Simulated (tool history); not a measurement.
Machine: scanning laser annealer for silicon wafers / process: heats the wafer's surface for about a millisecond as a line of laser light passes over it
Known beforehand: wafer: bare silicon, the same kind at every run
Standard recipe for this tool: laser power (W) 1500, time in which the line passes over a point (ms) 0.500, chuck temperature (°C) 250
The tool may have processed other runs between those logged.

run,hour,laser power (W),time in which the line passes over a point (ms),chuck temperature (°C),highest temperature of the surface (°C)
1,0.0,1500,0.500,250,1054
2,8.0,1500,0.500,250,1055
3,15.0,1500,0.500,250,1052
4,20.0,1578,0.500,250,1092
5,26.3,1578,0.481,250,1076
6,34.7,1500,0.500,250,1052
7,40.7,1500,0.500,250,1052
8,49.0,1500,0.500,250,1049
9,55.3,1500,0.500,250,1050
10,64.1,1500,0.500,250,1053
11,70.8,1500,0.500,250,1051
12,78.6,1500,0.500,250,1049
13,84.7,1500,0.500,244,1044
14,93.7,1500,0.583,250,1107
15,101.9,1500,0.500,250,1047
16,105.9,1500,0.500,250,1044
17,113.3,1500,0.500,250,1043
18,121.4,1500,0.500,250,1046
19,128.7,1500,0.472,250,1026
20,138.0,1500,0.500,272,1067
21,145.0,1500,0.500,272,1062
22,153.2,1500,0.500,272,1059
23,162.7,1571,0.561,214,1084
24,168.8,1571,0.561,214,1086
25,173.3,1571,0.561,214,1083
26,182.7,1571,0.561,214,1080
27,189.5,1386,0.524,265,1013
28,195.2,1405,0.410,247,925
29,199.8,1405,0.410,220,899
30,205.4,1405,0.520,220,974
31,213.9,1405,0.520,220,970
32,218.8,1405,0.520,220,972
33,227.4,1405,0.520,220,973
34,232.3,1440,0.500,250,1006
35,238.8,1567,0.593,240,1121
36,248.2,1497,0.386,250,944
37,257.1,1497,0.386,250,944
38,266.1,1497,0.386,250,944
39,271.7,1514,0.386,231,931
40,280.8,1517,0.500,231,1021

What if the next run were any one of these 5? Each begins from the tool's condition after run 40:
A,287.2,1384,0.377,262,?
B,287.2,1367,0.350,241,?
C,287.2,1313,0.557,266,?
D,287.2,1535,0.551,231,?
E,287.2,1610,0.611,222,?

run,highest temperature of the surface (°C)
A,898
B,847
C,991
D,1064
E,1133
Without the tool's hidden state the same runs would have given:
run,highest temperature of the surface (°C)
A,926
B,874
C,1023
D,1101
E,1174
